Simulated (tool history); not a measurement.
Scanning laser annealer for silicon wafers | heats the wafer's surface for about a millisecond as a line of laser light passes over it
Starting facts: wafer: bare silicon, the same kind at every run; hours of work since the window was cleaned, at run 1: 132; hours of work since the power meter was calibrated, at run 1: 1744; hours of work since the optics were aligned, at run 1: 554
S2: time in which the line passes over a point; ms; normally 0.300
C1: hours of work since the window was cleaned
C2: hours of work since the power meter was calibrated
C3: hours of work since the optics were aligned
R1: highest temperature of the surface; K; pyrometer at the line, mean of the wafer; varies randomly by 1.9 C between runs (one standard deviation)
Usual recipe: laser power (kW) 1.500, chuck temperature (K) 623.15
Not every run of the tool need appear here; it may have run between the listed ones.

Run 1, hour 0.0: usual settings; C1 132; C2 1744; C3 554. Result: R1 1387.15 K.
Run 2, hour 38.1: usual settings; C1 162; C2 1774; C3 584. Result: R1 1383.15 K.
Run 3, hour 116.0: usual settings; C1 223; C2 1835; C3 645. Result: R1 1383.15 K.
Run 4, hour 180.3: usual settings; C1 274; C2 1886; C3 696. Result: R1 1374.15 K.
Run 5, hour 239.1: usual settings; C1 320; C2 1932; C3 742. Result: R1 1371.15 K.
At hour 282.4: window over the wafer cleaned.
Run 6, hour 290.4: usual settings but chuck temperature (K) 648.15; C1 6; C2 1971; C3 781. Result: R1 1421.15 K.
Run 7, hour 359.7: usual settings but S2 0.232 ms; C1 61; C2 2026; C3 836. Result: R1 1289.15 K.
Run 8, hour 416.7: usual settings but S2 0.232 ms; C1 106; C2 2071; C3 881. Result: R1 1287.15 K.
Run 9, hour 491.7: usual settings; C1 165; C2 2130; C3 940. Result: R1 1380.15 K.
Run 10, hour 569.4: usual settings but laser power (kW) 1.328; C1 227; C2 2191; C3 1002. Result: R1 1291.15 K.
Run 11, hour 643.2: usual settings but laser power (kW) 1.308; C1 285; C2 2250; C3 1060. Result: R1 1275.15 K.
Run 12, hour 701.6: usual settings but laser power (kW) 1.308, chuck temperature (K) 647.15; C1 331; C2 2296; C3 1106. Result: R1 1295.15 K.
At hour 729.5: window over the wafer cleaned.
Run 13, hour 746.2: usual settings but laser power (kW) 1.308, chuck temperature (K) 647.15; C1 13; C2 2329; C3 1140. Result: R1 1317.15 K.
At hour 760.9: optics aligned, line set to its width.
Run 14, hour 813.7: usual settings but laser power (kW) 1.308, S2 0.304 ms, chuck temperature (K) 647.15; C1 62; C2 2379; C3 42. Result: R1 1329.15 K.
Run 15, hour 876.9: usual settings but laser power (kW) 1.308, S2 0.304 ms, chuck temperature (K) 661.15; C1 112; C2 2429; C3 92. Result: R1 1340.15 K.
Run 16, hour 942.4: usual settings but laser power (kW) 1.308, S2 0.304 ms, chuck temperature (K) 661.15; C1 164; C2 2480; C3 143. Result: R1 1340.15 K.
Run 17, hour 1021.8: usual settings but laser power (kW) 1.314, chuck temperature (K) 615.15; C1 227; C2 2543; C3 206. Result: R1 1284.15 K.
Run 18, hour 1102.5: usual settings but laser power (kW) 1.324, chuck temperature (K) 621.15; C1 290; C2 2607; C3 270. Result: R1 1288.15 K.
Run 19, hour 1147.1: usual settings but laser power (kW) 1.638, S2 0.285 ms; C1 326; C2 2642; C3 305. Result: R1 1425.15 K.
At hour 1182.3: window over the wafer cleaned.
Run 20, hour 1234.3: usual settings but laser power (kW) 1.559, S2 0.285 ms; C1 41; C2 2709; C3 372. Result: R1 1401.15 K.
Run 21, hour 1314.7: usual settings but laser power (kW) 1.383, S2 0.334 ms, chuck temperature (K) 635.15; C1 105; C2 2773; C3 436. Result: R1 1387.15 K.
Run 22, hour 1397.1: usual settings but laser power (kW) 1.496, S2 0.334 ms, chuck temperature (K) 648.15; C1 170; C2 2838; C3 501. Result: R1 1453.15 K.
Run 23, hour 1464.8: usual settings but laser power (kW) 1.475, S2 0.232 ms, chuck temperature (K) 648.15; C1 223; C2 2891; C3 554. Result: R1 1291.15 K.
Run 24, hour 1504.4: usual settings but laser power (kW) 1.553, S2 0.258 ms; C1 254; C2 2922; C3 585. Result: R1 1339.15 K.
Run 25, hour 1560.5: usual settings but chuck temperature (K) 621.15; C1 299; C2 2967; C3 630. Result: R1 1370.15 K.
At hour 1626.7: window over the wafer cleaned.
Run 26, hour 1639.9: usual settings but chuck temperature (K) 621.15; C1 10; C2 3028; C3 691. Result: R1 1391.15 K.
Run 27, hour 1725.5: usual settings but chuck temperature (K) 621.15; C1 78; C2 3095; C3 758. Result: R1 1387.15 K.

Alternative continuations, all from the tool just after run 27; predict every row:
Run A, hour 1788.0: usual settings but S2 0.215 ms; C1 127; C2 3145; C3 808. Result: R1 ?.
Run B, hour 1788.0: usual settings but laser power (kW) 1.560, S2 0.260 ms, chuck temperature (K) 610.15; C1 127; C2 3145; C3 808. Result: R1 ?.
Run C, hour 1788.0: usual settings but laser power (kW) 1.548, S2 0.330 ms, chuck temperature (K) 630.15; C1 127; C2 3145; C3 808. Result: R1 ?.
Run D, hour 1788.0: usual settings but laser power (kW) 1.323, S2 0.214 ms, chuck temperature (K) 598.15; C1 127; C2 3145; C3 808. Result: R1 ?.

run       R1
  A  1257.15
  B  1337.15
  C  1459.15
  D  1155.15
Take away the tool's hidden state, keep each run's random variation, and the runs would have read:
run       R1
  A  1283.15
  B  1367.15
  C  1493.15
  D  1178.15

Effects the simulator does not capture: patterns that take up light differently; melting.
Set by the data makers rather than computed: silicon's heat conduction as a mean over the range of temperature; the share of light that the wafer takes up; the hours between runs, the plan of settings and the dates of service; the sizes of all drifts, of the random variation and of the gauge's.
